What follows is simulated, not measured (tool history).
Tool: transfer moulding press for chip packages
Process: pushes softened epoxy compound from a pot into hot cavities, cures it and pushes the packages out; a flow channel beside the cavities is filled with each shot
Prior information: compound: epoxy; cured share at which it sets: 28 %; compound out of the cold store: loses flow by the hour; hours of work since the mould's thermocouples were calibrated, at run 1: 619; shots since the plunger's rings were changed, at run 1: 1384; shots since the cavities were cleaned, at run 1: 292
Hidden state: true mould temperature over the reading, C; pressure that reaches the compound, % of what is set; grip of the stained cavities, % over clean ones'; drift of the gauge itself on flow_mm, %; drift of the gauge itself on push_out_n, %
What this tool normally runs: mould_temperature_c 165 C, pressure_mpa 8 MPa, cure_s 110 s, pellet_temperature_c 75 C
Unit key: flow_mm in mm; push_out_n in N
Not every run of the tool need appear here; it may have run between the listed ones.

| run | hour | mould_temperature_c | pressure_mpa | cure_s | pellet_temperature_c | hours of work since the mould's thermocouples were calibrated | shots since the plunger's rings were changed | shots since the cavities were cleaned | incoming compound's hours out of the cold store | flow_mm | push_out_n |
|---|---|---|---|---|---|---|---|---|---|---|---|
| 1 | 0 | 165 | 8 | 110 | 75 | 619 | 1384 | 292 | 8.2 | 666 | 474 |
|  | 12.3 | cavities cleaned with cleaning compound and waxed |
| 2 | 30.7 | 173 | 8 | 110 | 75 | 641 | 1789 | 255 | 20.1 | 589 | 523 |
|  | 46.4 | cavities cleaned with cleaning compound and waxed |
| 3 | 60.7 | 173 | 8 | 110 | 75 | 662 | 2184 | 198 | 11.5 | 628 | 378 |
|  | 81.4 | cavities cleaned with cleaning compound and waxed |
| 4 | 103.4 | 173 | 8 | 110 | 75 | 694 | 2757 | 306 | 16.9 | 604 | 397 |
|  | 114.5 | cavities cleaned with cleaning compound and waxed |
| 5 | 145.1 | 173 | 8 | 110 | 75 | 724 | 3315 | 426 | 42.5 | 500 | 436 |
|  | 150.6 | cavities cleaned with cleaning compound and waxed |
| 6 | 166.5 | 173 | 8 | 110 | 75 | 739 | 3591 | 222 | 16 | 600 | 382 |
|  | 186.6 | cavities cleaned with cleaning compound and waxed |
| 7 | 212.4 | 173 | 8.11 | 110 | 75 | 773 | 4206 | 358 | 8.6 | 634 | 434 |
|  | 219.2 | mould's thermocouples calibrated |
|  | 223.8 | cavities cleaned with cleaning compound and waxed |
|  | 256.9 | cavities cleaned with cleaning compound and waxed |
| 8 | 256.9 | 173 | 8.11 | 110 | 75 | 26 | 4755 | 0 | 8.1 | 637 | 236 |
|  | 261.6 | plunger's sealing rings changed |
|  | 277 | cavities cleaned with cleaning compound and waxed, once more |
| 9 | 291.6 | 173 | 8.11 | 110 | 75 | 50 | 395 | 203 | 46.5 | 501 | 391 |
|  | 310.4 | cavities cleaned with cleaning compound and waxed |
| 10 | 331.8 | 173 | 8.11 | 110 | 75 | 79 | 933 | 297 | 34.2 | 542 | 414 |
|  | 344.6 | cavities cleaned with cleaning compound and waxed |
| 11 | 371.8 | 165 | 8 | 110 | 75 | 108 | 1467 | 377 | 30.8 | 564 | 499 |
|  | 379 | cavities cleaned with cleaning compound and waxed |
|  | 412.5 | cavities cleaned with cleaning compound and waxed |
| 12 | 413.4 | 165 | 8 | 110 | 75 | 138 | 2002 | 12 | 40.6 | 528 | 269 |
|  | 446.5 | cavities cleaned with cleaning compound and waxed |
| 13 | 450.7 | 165 | 8 | 110 | 85 | 165 | 2499 | 58 | 18.7 | 608 | 320 |
|  | 481.2 | cavities cleaned with cleaning compound and waxed |
| 14 | 490.5 | 165 | 8 | 110 | 85 | 194 | 3031 | 130 | 46.4 | 496 | 365 |
|  | 516.8 | cavities cleaned with cleaning compound and waxed |
| 15 | 523.6 | 165 | 8 | 121 | 70 | 218 | 3470 | 95 | 23 | 589 | 328 |
|  | 550 | cavities cleaned with cleaning compound and waxed |
| 16 | 556.1 | 159 | 9.22 | 110 | 75 | 241 | 3899 | 84 | 14.3 | 685 | 508 |
|  | 586.6 | cavities cleaned with cleaning compound and waxed |
| 17 | 589.2 | 165 | 8 | 111 | 75 | 265 | 4337 | 35 | 15.1 | 618 | 305 |
|  | 621.2 | cavities cleaned with cleaning compound and waxed |
|  | 627.2 | plunger's sealing rings changed |
| 18 | 636.6 | 165 | 8.97 | 110 | 77 | 298 | 130 | 179 | 46.9 | 532 | 380 |
|  | 657.3 | cavities cleaned with cleaning compound and waxed |
| 19 | 669.6 | 161 | 8 | 121 | 75 | 322 | 568 | 171 | 25.9 | 599 | 419 |
|  | 691.9 | cavities cleaned with cleaning compound and waxed |
| 20 | 706.4 | 161 | 8 | 121 | 75 | 349 | 1058 | 202 | 15.1 | 644 | 445 |
|  | 726.9 | cavities cleaned with cleaning compound and waxed |
| 21 | 741.6 | 165 | 8 | 110 | 69 | 375 | 1524 | 203 | 29.1 | 572 | 445 |
|  | 761.8 | cavities cleaned with cleaning compound and waxed |
| 22 | 782.9 | 165 | 8.37 | 110 | 69 | 405 | 2077 | 293 | 13.6 | 650 | 438 |
|  | 796.5 | cavities cleaned with cleaning compound and waxed |
| 23 | 819.7 | 169 | 7.1 | 110 | 82 | 432 | 2567 | 322 | 33.1 | 510 | 417 |
|  | 830.5 | cavities cleaned with cleaning compound and waxed |
| 24 | 851.6 | 170 | 8 | 110 | 76 | 455 | 2989 | 293 | 39 | 519 | 405 |
|  | 864.9 | cavities cleaned with cleaning compound and waxed |
| 25 | 889.1 | 173 | 8.01 | 144 | 84 | 482 | 3488 | 335 | 36.6 | 525 | 410 |
|  | 898.6 | cavities cleaned with cleaning compound and waxed |
| 26 | 921.6 | 165 | 8 | 110 | 75 | 505 | 3919 | 320 | 45 | 505 | 445 |
|  | 932.4 | cavities cleaned with cleaning compound and waxed |
| 27 | 956.7 | 165 | 6.56 | 110 | 82 | 531 | 4385 | 337 | 13.3 | 569 | 452 |

3 options for the next run, each taken on its own from the tool as it stands now. Forecast them:
|  | 968 | cavities cleaned with cleaning compound and waxed |
|  | 989.4 | plunger's sealing rings changed |
| A | 999.9 | 159 | 9.06 | 112 | 75 | 561 | 145 | 408 | 35.3 | ? | ? |
|  | 968 | cavities cleaned with cleaning compound and waxed |
|  | 989.4 | plunger's sealing rings changed |
| B | 999.9 | 161 | 6.12 | 110 | 67 | 561 | 145 | 408 | 21.6 | ? | ? |
|  | 968 | cavities cleaned with cleaning compound and waxed |
|  | 989.4 | plunger's sealing rings changed |
| C | 999.9 | 165 | 6.78 | 110 | 82 | 561 | 145 | 408 | 30.3 | ? | ? |

| run | flow_mm | push_out_n |
|---|---|---|
| A | 606 | 615 |
| B | 539 | 608 |
| C | 527 | 488 |
What these runs would have given with no unlogged condition in the tool:
| run | flow_mm | push_out_n |
|---|---|---|
| A | 611 | 368 |
| B | 543 | 365 |
| C | 531 | 279 |
